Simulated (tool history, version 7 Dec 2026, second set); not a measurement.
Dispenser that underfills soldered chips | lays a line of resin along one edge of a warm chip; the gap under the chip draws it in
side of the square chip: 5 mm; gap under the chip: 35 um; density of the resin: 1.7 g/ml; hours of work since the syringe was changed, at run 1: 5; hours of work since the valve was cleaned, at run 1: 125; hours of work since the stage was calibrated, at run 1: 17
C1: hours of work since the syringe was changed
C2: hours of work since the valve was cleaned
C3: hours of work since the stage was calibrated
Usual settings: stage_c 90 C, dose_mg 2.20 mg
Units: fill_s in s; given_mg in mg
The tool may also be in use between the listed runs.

{"run": 1, "hour": 0.0, "stage_c": 90, "dose_mg": 2.2, "C1": 5, "C2": 125, "C3": 17, "fill_s": 42.9, "given_mg": 1.98}
{"run": 2, "hour": 5.3, "stage_c": 90, "dose_mg": 2.49, "C1": 9, "C2": 128, "C3": 21, "fill_s": 51.7, "given_mg": 2.25}
{"hour": 7.0, "done": "new syringe of resin"}
{"hour": 9.8, "done": "dispensing valve cleaned and set on the balance"}
{"run": 3, "hour": 12.4, "stage_c": 90, "dose_mg": 2.49, "C1": 3, "C2": 2, "C3": 26, "fill_s": 38.3, "given_mg": 2.5}
{"run": 4, "hour": 17.6, "stage_c": 78, "dose_mg": 2.2, "C1": 7, "C2": 6, "C3": 30, "fill_s": 80.5, "given_mg": 2.2}
{"hour": 21.7, "done": "new syringe of resin"}
{"run": 5, "hour": 24.0, "stage_c": 78, "dose_mg": 2.2, "C1": 2, "C2": 11, "C3": 34, "fill_s": 63.2, "given_mg": 2.19}
{"run": 6, "hour": 29.9, "stage_c": 90, "dose_mg": 2.2, "C1": 6, "C2": 15, "C3": 39, "fill_s": 44.7, "given_mg": 2.21}
{"run": 7, "hour": 33.4, "stage_c": 90, "dose_mg": 2.17, "C1": 9, "C2": 18, "C3": 41, "fill_s": 51.6, "given_mg": 2.16}
{"hour": 35.3, "done": "new syringe of resin"}
{"run": 8, "hour": 36.8, "stage_c": 82, "dose_mg": 2.17, "C1": 1, "C2": 20, "C3": 44, "fill_s": 51.0, "given_mg": 2.14}
{"run": 9, "hour": 42.7, "stage_c": 90, "dose_mg": 2.2, "C1": 6, "C2": 24, "C3": 48, "fill_s": 44.0, "given_mg": 2.19}
{"run": 10, "hour": 47.8, "stage_c": 90, "dose_mg": 2.2, "C1": 10, "C2": 28, "C3": 52, "fill_s": 52.4, "given_mg": 2.15}
{"hour": 49.2, "done": "new syringe of resin"}
{"run": 11, "hour": 54.0, "stage_c": 100, "dose_mg": 2.32, "C1": 4, "C2": 33, "C3": 57, "fill_s": 24.6, "given_mg": 2.28}
{"run": 12, "hour": 58.7, "stage_c": 100, "dose_mg": 2.32, "C1": 7, "C2": 36, "C3": 60, "fill_s": 29.5, "given_mg": 2.27}
{"hour": 62.9, "done": "new syringe of resin"}
{"run": 13, "hour": 64.5, "stage_c": 86, "dose_mg": 2.48, "C1": 1, "C2": 41, "C3": 64, "fill_s": 41.9, "given_mg": 2.43}
{"run": 14, "hour": 68.5, "stage_c": 93, "dose_mg": 2.13, "C1": 4, "C2": 44, "C3": 67, "fill_s": 37.2, "given_mg": 2.08}
{"run": 15, "hour": 72.0, "stage_c": 93, "dose_mg": 2.13, "C1": 7, "C2": 46, "C3": 70, "fill_s": 41.3, "given_mg": 2.06}
{"hour": 76.4, "done": "new syringe of resin"}
{"run": 16, "hour": 78.3, "stage_c": 83, "dose_mg": 2.74, "C1": 1, "C2": 51, "C3": 75, "fill_s": 46.7, "given_mg": 2.64}
{"run": 17, "hour": 81.6, "stage_c": 83, "dose_mg": 2.74, "C1": 4, "C2": 53, "C3": 77, "fill_s": 52.1, "given_mg": 2.64}
{"run": 18, "hour": 87.2, "stage_c": 90, "dose_mg": 2.22, "C1": 8, "C2": 58, "C3": 81, "fill_s": 47.7, "given_mg": 2.14}
{"hour": 89.9, "done": "new syringe of resin"}
{"run": 19, "hour": 93.7, "stage_c": 82, "dose_mg": 2.45, "C1": 3, "C2": 62, "C3": 86, "fill_s": 53.1, "given_mg": 2.33}

The same runs without the tool's hidden state, with the same run-to-run variation:
The hidden state here: resin's viscosity, % of fresh resin's; dose that the valve gives, % of what is set; true chip temperature over the reading, C; drift of the gauge itself on fill_s, %; drift of the gauge itself on given_mg, %.
run=1 fill_s=33.1 given_mg=2.18
run=2 fill_s=33.4 given_mg=2.49
run=3 fill_s=33.1 given_mg=2.49
run=4 fill_s=57.6 given_mg=2.20
run=5 fill_s=58.0 given_mg=2.20
run=6 fill_s=33.1 given_mg=2.23
run=7 fill_s=33.7 given_mg=2.18
run=8 fill_s=48.4 given_mg=2.17
run=9 fill_s=33.6 given_mg=2.22
run=10 fill_s=33.1 given_mg=2.19
run=11 fill_s=21.2 given_mg=2.33
run=12 fill_s=21.3 given_mg=2.32
run=13 fill_s=39.9 given_mg=2.49
run=14 fill_s=30.5 given_mg=2.14
run=15 fill_s=29.8 given_mg=2.13
run=16 fill_s=45.2 given_mg=2.73
run=17 fill_s=44.8 given_mg=2.73
run=18 fill_s=33.0 given_mg=2.23
run=19 fill_s=46.9 given_mg=2.44
